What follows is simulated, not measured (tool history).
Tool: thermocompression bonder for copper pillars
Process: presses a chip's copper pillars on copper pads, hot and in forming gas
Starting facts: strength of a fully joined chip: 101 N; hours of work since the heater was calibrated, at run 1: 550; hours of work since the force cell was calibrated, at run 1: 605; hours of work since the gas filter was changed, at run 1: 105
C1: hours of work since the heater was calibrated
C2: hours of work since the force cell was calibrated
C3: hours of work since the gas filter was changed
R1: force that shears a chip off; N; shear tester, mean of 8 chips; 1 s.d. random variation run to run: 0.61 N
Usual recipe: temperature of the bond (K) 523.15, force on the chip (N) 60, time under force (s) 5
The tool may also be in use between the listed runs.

run 1 hour=0.0 | temperature_of_the_bond_(K)=523.15 force_on_the_chip_(N)=60 time_under_force_(s)=5 | C1=550 C2=605 C3=105 | R1=37.7
run 2 hour=21.4 | temperature_of_the_bond_(K)=523.15 force_on_the_chip_(N)=60 time_under_force_(s)=5 | C1=567 C2=622 C3=122 | R1=36.2
run 3 hour=46.0 | temperature_of_the_bond_(K)=523.15 force_on_the_chip_(N)=60 time_under_force_(s)=5 | C1=587 C2=642 C3=141 | R1=38.2
run 4 hour=72.1 | temperature_of_the_bond_(K)=523.15 force_on_the_chip_(N)=60 time_under_force_(s)=4 | C1=607 C2=662 C3=162 | R1=33.0
run 5 hour=85.5 | temperature_of_the_bond_(K)=523.15 force_on_the_chip_(N)=60 time_under_force_(s)=4 | C1=618 C2=673 C3=172 | R1=32.5
run 6 hour=105.7 | temperature_of_the_bond_(K)=523.15 force_on_the_chip_(N)=60 time_under_force_(s)=4 | C1=634 C2=689 C3=188 | R1=32.9
run 7 hour=117.6 | temperature_of_the_bond_(K)=523.15 force_on_the_chip_(N)=60 time_under_force_(s)=4 | C1=643 C2=698 C3=197 | R1=32.9
run 8 hour=143.3 | temperature_of_the_bond_(K)=523.15 force_on_the_chip_(N)=60 time_under_force_(s)=4 | C1=664 C2=718 C3=218 | R1=32.8
run 9 hour=155.3 | temperature_of_the_bond_(K)=523.15 force_on_the_chip_(N)=60 time_under_force_(s)=5 | C1=673 C2=728 C3=227 | R1=36.6
run 10 hour=181.4 | temperature_of_the_bond_(K)=523.15 force_on_the_chip_(N)=60 time_under_force_(s)=13 | C1=694 C2=749 C3=248 | R1=50.0
-- hour=192.6 forming gas filter changed
run 11 hour=206.0 | temperature_of_the_bond_(K)=523.15 force_on_the_chip_(N)=60 time_under_force_(s)=5 | C1=713 C2=768 C3=11 | R1=38.2
run 12 hour=230.4 | temperature_of_the_bond_(K)=523.15 force_on_the_chip_(N)=60 time_under_force_(s)=5 | C1=732 C2=787 C3=30 | R1=37.5
run 13 hour=245.6 | temperature_of_the_bond_(K)=523.15 force_on_the_chip_(N)=60 time_under_force_(s)=6 | C1=744 C2=799 C3=42 | R1=39.5
run 14 hour=260.0 | temperature_of_the_bond_(K)=523.15 force_on_the_chip_(N)=60 time_under_force_(s)=5 | C1=755 C2=810 C3=53 | R1=37.9
run 15 hour=275.4 | temperature_of_the_bond_(K)=523.15 force_on_the_chip_(N)=60 time_under_force_(s)=5 | C1=767 C2=822 C3=65 | R1=37.0
run 16 hour=299.2 | temperature_of_the_bond_(K)=523.15 force_on_the_chip_(N)=60 time_under_force_(s)=3 | C1=786 C2=841 C3=84 | R1=29.5
run 17 hour=313.1 | temperature_of_the_bond_(K)=537.15 force_on_the_chip_(N)=60 time_under_force_(s)=5 | C1=797 C2=852 C3=95 | R1=44.6
-- hour=316.2 force cell calibrated
run 18 hour=326.9 | temperature_of_the_bond_(K)=537.15 force_on_the_chip_(N)=60 time_under_force_(s)=5 | C1=807 C2=8 C3=105 | R1=45.6
run 19 hour=350.1 | temperature_of_the_bond_(K)=537.15 force_on_the_chip_(N)=60 time_under_force_(s)=5 | C1=825 C2=27 C3=123 | R1=45.0
run 20 hour=368.6 | temperature_of_the_bond_(K)=523.15 force_on_the_chip_(N)=60 time_under_force_(s)=5 | C1=840 C2=41 C3=138 | R1=37.4
run 21 hour=393.0 | temperature_of_the_bond_(K)=523.15 force_on_the_chip_(N)=80 time_under_force_(s)=3 | C1=859 C2=61 C3=157 | R1=34.6
-- hour=407.9 force cell calibrated, once more
run 22 hour=415.6 | temperature_of_the_bond_(K)=523.15 force_on_the_chip_(N)=80 time_under_force_(s)=12 | C1=876 C2=6 C3=174 | R1=54.0
run 23 hour=440.8 | temperature_of_the_bond_(K)=523.15 force_on_the_chip_(N)=80 time_under_force_(s)=12 | C1=896 C2=26 C3=194 | R1=54.0
run 24 hour=459.6 | temperature_of_the_bond_(K)=523.15 force_on_the_chip_(N)=80 time_under_force_(s)=12 | C1=911 C2=41 C3=209 | R1=53.6
run 25 hour=473.5 | temperature_of_the_bond_(K)=531.15 force_on_the_chip_(N)=48 time_under_force_(s)=5 | C1=922 C2=52 C3=220 | R1=33.3
run 26 hour=485.5 | temperature_of_the_bond_(K)=531.15 force_on_the_chip_(N)=48 time_under_force_(s)=5 | C1=931 C2=61 C3=229 | R1=33.7
run 27 hour=506.2 | temperature_of_the_bond_(K)=531.15 force_on_the_chip_(N)=48 time_under_force_(s)=5 | C1=947 C2=78 C3=245 | R1=34.3
-- hour=521.6 forming gas filter changed
run 28 hour=531.8 | temperature_of_the_bond_(K)=531.15 force_on_the_chip_(N)=48 time_under_force_(s)=5 | C1=967 C2=97 C3=8 | R1=36.4
run 29 hour=552.4 | temperature_of_the_bond_(K)=534.15 force_on_the_chip_(N)=86 time_under_force_(s)=9 | C1=983 C2=114 C3=24 | R1=59.2
run 30 hour=570.0 | temperature_of_the_bond_(K)=539.15 force_on_the_chip_(N)=48 time_under_force_(s)=8 | C1=997 C2=128 C3=38 | R1=48.1
run 31 hour=589.8 | temperature_of_the_bond_(K)=539.15 force_on_the_chip_(N)=57 time_under_force_(s)=12 | C1=1013 C2=143 C3=54 | R1=57.1
run 32 hour=613.5 | temperature_of_the_bond_(K)=501.15 force_on_the_chip_(N)=37 time_under_force_(s)=12 | C1=1032 C2=162 C3=73 | R1=26.7
run 33 hour=637.3 | temperature_of_the_bond_(K)=501.15 force_on_the_chip_(N)=37 time_under_force_(s)=12 | C1=1050 C2=181 C3=91 | R1=28.3
run 34 hour=658.0 | temperature_of_the_bond_(K)=523.15 force_on_the_chip_(N)=60 time_under_force_(s)=3 | C1=1067 C2=197 C3=108 | R1=28.8
run 35 hour=678.7 | temperature_of_the_bond_(K)=538.15 force_on_the_chip_(N)=68 time_under_force_(s)=7 | C1=1083 C2=213 C3=124 | R1=50.4
run 36 hour=696.4 | temperature_of_the_bond_(K)=535.15 force_on_the_chip_(N)=43 time_under_force_(s)=8 | C1=1097 C2=227 C3=138 | R1=42.1
run 37 hour=718.9 | temperature_of_the_bond_(K)=535.15 force_on_the_chip_(N)=43 time_under_force_(s)=8 | C1=1115 C2=245 C3=156 | R1=41.6
run 38 hour=731.9 | temperature_of_the_bond_(K)=535.15 force_on_the_chip_(N)=43 time_under_force_(s)=8 | C1=1125 C2=255 C3=166 | R1=42.3
run 39 hour=755.7 | temperature_of_the_bond_(K)=527.15 force_on_the_chip_(N)=60 time_under_force_(s)=9 | C1=1144 C2=274 C3=185 | R1=44.7

Hidden condition of the tool, last listed run before each entry between runs versus first listed run after:
Logged between run 10 and run 11: forming gas filter changed (hour 192.6)
  true temperature of the bond over the reading, C: -2.4 -> -2.5; force that reaches the chip, % of what is set: 105.6 -> 105.7; oxide that the forming gas leaves, % of the face: 7.7 -> 0.9
  measured value less the no-hidden-state value, R1: -4.2 -> -0.5 N
Logged between run 17 and run 18: force cell calibrated (hour 316.2)
  true temperature of the bond over the reading, C: -2.8 -> -2.9; force that reaches the chip, % of what is set: 106.4 -> 110.6; oxide that the forming gas leaves, % of the face: 3.28 -> 3.59
  measured value less the no-hidden-state value, R1: -1.5 -> -1.0 N
Logged between run 21 and run 22: force cell calibrated, once more (hour 407.9)
  true temperature of the bond over the reading, C: -3.1 -> -3.2; force that reaches the chip, % of what is set: 111 -> 100.5; oxide that the forming gas leaves, % of the face: 5.02 -> 5.49
  measured value less the no-hidden-state value, R1: -1.4 -> -4.8 N
Logged between run 27 and run 28: forming gas filter changed (hour 521.6)
  true temperature of the bond over the reading, C: -3.5 -> -3.6; force that reaches the chip, % of what is set: 101 -> 101.2; oxide that the forming gas leaves, % of the face: 7.42 -> 0.81
  measured value less the no-hidden-state value, R1: -4.2 -> -1.8 N
